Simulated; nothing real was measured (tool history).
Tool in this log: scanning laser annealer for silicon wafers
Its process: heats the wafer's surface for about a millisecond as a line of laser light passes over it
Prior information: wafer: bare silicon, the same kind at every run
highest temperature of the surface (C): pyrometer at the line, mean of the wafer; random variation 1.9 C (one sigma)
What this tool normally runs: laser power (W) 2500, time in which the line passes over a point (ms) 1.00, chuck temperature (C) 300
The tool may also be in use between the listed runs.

run,hour,laser power (W),time in which the line passes over a point (ms),chuck temperature (C),highest temperature of the surface (C)
1,0.0,2500,1.00,300,1125
2,11.2,2500,1.00,300,1120
3,18.8,2500,1.00,300,1119
4,31.0,2500,1.00,300,1123
5,44.2,2500,1.00,300,1117
6,52.6,2500,0.90,300,1072
7,66.3,2500,0.74,300,990
8,76.9,2500,0.91,300,1075
9,86.7,2500,0.85,300,1050
10,102.0,2736,1.02,328,1251
11,110.8,2736,1.02,328,1252
12,120.9,2736,1.02,328,1249
13,135.7,2736,0.75,262,1039
14,145.0,2736,0.75,262,1043
15,155.1,2573,0.86,323,1103
16,170.9,2573,0.86,323,1097
17,184.1,2500,0.85,291,1033

Consider 5 possible next runs. They are alternatives, not a sequence: every one starts from the tool as it was left by run 17. What does each give?
A,193.1,2500,0.85,312,?
B,193.1,2500,1.01,297,?
C,193.1,2500,1.02,300,?
D,193.1,2189,0.72,291,?
E,193.1,2291,0.85,306,?

run,highest temperature of the surface (C)
A,1054
B,1114
C,1120
D,860
E,973
With no hidden state in the tool, these same runs would have given:
run,highest temperature of the surface (C)
A,1087
B,1150
C,1156
D,885
E,1002
